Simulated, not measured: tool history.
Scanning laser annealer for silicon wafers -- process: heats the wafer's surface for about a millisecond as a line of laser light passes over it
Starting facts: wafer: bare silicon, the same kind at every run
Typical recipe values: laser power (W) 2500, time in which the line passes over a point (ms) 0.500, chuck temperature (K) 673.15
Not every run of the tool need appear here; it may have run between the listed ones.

| run | day | laser power (W) | time in which the line passes over a point (ms) | chuck temperature (K) | highest temperature of the surface (K) |
|---|---|---|---|---|---|
| 1 | 0.000 | 2500 | 0.500 | 673.15 | 1391.15 |
|  | 0.571 | window over the wafer cleaned |
| 2 | 2.754 | 2500 | 0.500 | 673.15 | 1410.15 |
| 3 | 5.142 | 2500 | 0.500 | 673.15 | 1409.15 |
| 4 | 6.871 | 2500 | 0.500 | 673.15 | 1408.15 |
| 5 | 9.508 | 2500 | 0.500 | 673.15 | 1403.15 |
| 6 | 12.238 | 2500 | 0.500 | 673.15 | 1403.15 |
| 7 | 15.325 | 2500 | 0.500 | 673.15 | 1400.15 |
| 8 | 18.062 | 2500 | 0.500 | 672.15 | 1398.15 |
| 9 | 20.329 | 2500 | 0.387 | 672.15 | 1296.15 |
| 10 | 22.142 | 2500 | 0.387 | 672.15 | 1294.15 |
|  | 25.379 | optics aligned, line set to its width |
| 11 | 25.575 | 2500 | 0.387 | 672.15 | 1316.15 |
| 12 | 28.571 | 2500 | 0.387 | 672.15 | 1310.15 |
| 13 | 31.658 | 2500 | 0.387 | 672.15 | 1311.15 |
| 14 | 33.771 | 2500 | 0.387 | 672.15 | 1309.15 |
| 15 | 36.629 | 2500 | 0.399 | 672.15 | 1314.15 |
| 16 | 38.767 | 2500 | 0.399 | 698.15 | 1341.15 |
| 17 | 40.583 | 2500 | 0.592 | 698.15 | 1499.15 |
| 18 | 42.679 | 2500 | 0.592 | 698.15 | 1499.15 |
|  | 44.900 | window over the wafer cleaned |
| 19 | 45.583 | 2243 | 0.592 | 698.15 | 1410.15 |
| 20 | 47.117 | 2243 | 0.592 | 698.15 | 1406.15 |
| 21 | 49.388 | 2243 | 0.592 | 698.15 | 1409.15 |
| 22 | 52.400 | 2243 | 0.592 | 698.15 | 1403.15 |
| 23 | 54.392 | 2243 | 0.592 | 675.15 | 1381.15 |
| 24 | 57.408 | 2243 | 0.592 | 650.15 | 1348.15 |
| 25 | 60.533 | 2156 | 0.403 | 679.15 | 1211.15 |
| 26 | 62.692 | 2156 | 0.403 | 679.15 | 1210.15 |
| 27 | 65.633 | 2500 | 0.500 | 682.15 | 1411.15 |
| 28 | 67.525 | 2500 | 0.618 | 713.15 | 1532.15 |
| 29 | 69.162 | 2456 | 0.563 | 660.15 | 1414.15 |
| 30 | 71.008 | 2314 | 0.500 | 673.15 | 1323.15 |
| 31 | 73.958 | 2641 | 0.500 | 695.15 | 1472.15 |
| 32 | 75.342 | 2365 | 0.500 | 637.15 | 1302.15 |
| 33 | 78.329 | 2500 | 0.403 | 673.15 | 1304.15 |
| 34 | 81.042 | 2500 | 0.459 | 664.15 | 1345.15 |
|  | 81.550 | optics aligned, line set to its width |
| 35 | 82.708 | 2248 | 0.500 | 649.15 | 1289.15 |
| 36 | 84.529 | 2248 | 0.500 | 649.15 | 1285.15 |
| 37 | 87.462 | 2246 | 0.531 | 703.15 | 1362.15 |
| 38 | 88.833 | 2405 | 0.580 | 663.15 | 1416.15 |
|  | 89.200 | window over the wafer cleaned |
| 39 | 91.362 | 2405 | 0.580 | 663.15 | 1436.15 |

Each row is a separate what-if for the run after 39, all from the same tool condition, not one after another. Results?
| A | 92.775 | 2405 | 0.580 | 707.15 | ? |
| B | 92.775 | 2405 | 0.487 | 663.15 | ? |
| C | 92.775 | 2242 | 0.500 | 673.15 | ? |

| run | highest temperature of the surface (K) |
|---|---|
| A | 1480.15 |
| B | 1361.15 |
| C | 1316.15 |
The same runs, with their run-to-run variation unchanged, on a tool lacking any hidden condition would have given:
| run | highest temperature of the surface (K) |
|---|---|
| A | 1498.15 |
| B | 1378.15 |
| C | 1332.15 |
